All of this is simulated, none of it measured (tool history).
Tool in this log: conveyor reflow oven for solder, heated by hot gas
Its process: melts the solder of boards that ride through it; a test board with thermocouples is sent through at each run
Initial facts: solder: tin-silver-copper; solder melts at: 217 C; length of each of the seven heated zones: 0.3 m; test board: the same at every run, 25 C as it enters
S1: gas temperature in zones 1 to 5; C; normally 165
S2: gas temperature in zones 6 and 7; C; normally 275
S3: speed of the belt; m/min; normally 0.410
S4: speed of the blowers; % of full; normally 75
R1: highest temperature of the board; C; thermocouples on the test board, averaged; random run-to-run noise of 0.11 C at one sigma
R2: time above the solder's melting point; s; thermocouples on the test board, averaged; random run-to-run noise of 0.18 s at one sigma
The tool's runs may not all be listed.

run 1 hour=0.0 | S1=165 S2=275 S3=0.410 S4=75 | R1=261.4 R2=69.9
run 2 hour=18.9 | S1=165 S2=275 S3=0.445 S4=75 | R1=258.7 R2=62.0
run 3 hour=32.5 | S1=165 S2=275 S3=0.410 S4=75 | R1=261.5 R2=69.8
run 4 hour=49.9 | S1=165 S2=275 S3=0.410 S4=75 | R1=261.5 R2=70.0
run 5 hour=61.9 | S1=165 S2=275 S3=0.410 S4=75 | R1=261.4 R2=70.5
run 6 hour=72.3 | S1=165 S2=275 S3=0.410 S4=75 | R1=261.5 R2=69.9
run 7 hour=88.7 | S1=165 S2=275 S3=0.410 S4=75 | R1=261.5 R2=70.1
-- hour=102.5 flux residue cleaned out of gas plates and filters
run 8 hour=108.3 | S1=165 S2=275 S3=0.410 S4=75 | R1=261.6 R2=70.2
run 9 hour=129.0 | S1=166 S2=275 S3=0.410 S4=75 | R1=261.8 R2=70.5
run 10 hour=143.6 | S1=166 S2=275 S3=0.410 S4=75 | R1=261.8 R2=70.4
run 11 hour=160.3 | S1=166 S2=275 S3=0.410 S4=75 | R1=261.6 R2=70.3
run 12 hour=172.2 | S1=166 S2=275 S3=0.433 S4=75 | R1=260.1 R2=65.4
run 13 hour=191.2 | S1=166 S2=275 S3=0.433 S4=75 | R1=259.9 R2=65.0
run 14 hour=204.8 | S1=166 S2=275 S3=0.433 S4=75 | R1=259.9 R2=65.3
run 15 hour=224.3 | S1=166 S2=275 S3=0.433 S4=75 | R1=259.9 R2=65.5
run 16 hour=244.6 | S1=169 S2=275 S3=0.410 S4=75 | R1=262.0 R2=71.7
run 17 hour=253.7 | S1=169 S2=275 S3=0.410 S4=75 | R1=261.9 R2=71.7
run 18 hour=271.7 | S1=179 S2=275 S3=0.410 S4=75 | R1=263.0 R2=75.8
run 19 hour=291.1 | S1=179 S2=275 S3=0.410 S4=75 | R1=263.4 R2=76.2
run 20 hour=307.9 | S1=179 S2=275 S3=0.410 S4=74 | R1=263.2 R2=76.3
run 21 hour=323.1 | S1=154 S2=288 S3=0.410 S4=66 | R1=270.3 R2=71.4
run 22 hour=332.9 | S1=170 S2=288 S3=0.410 S4=75 | R1=274.3 R2=78.3
run 23 hour=344.6 | S1=167 S2=288 S3=0.410 S4=75 | R1=273.6 R2=77.2
run 24 hour=358.1 | S1=163 S2=287 S3=0.463 S4=80 | R1=268.9 R2=65.3
-- hour=366.3 flux residue cleaned out of gas plates and filters
run 25 hour=373.4 | S1=163 S2=287 S3=0.463 S4=80 | R1=268.8 R2=64.8
run 26 hour=393.1 | S1=163 S2=275 S3=0.463 S4=80 | R1=258.0 R2=58.7
run 27 hour=404.7 | S1=163 S2=275 S3=0.463 S4=80 | R1=258.0 R2=58.4

What will run 28 give?
run 28 hour=417.8 | S1=155 S2=288 S3=0.477 S4=63 | R1=? R2=?

{"run 28": {"R1": 263.3, "R2": 57.4}}
If the tool had no hidden condition, the same run with the same run-to-run variation would have returned R1 263.3 C, R2 57.3 s.
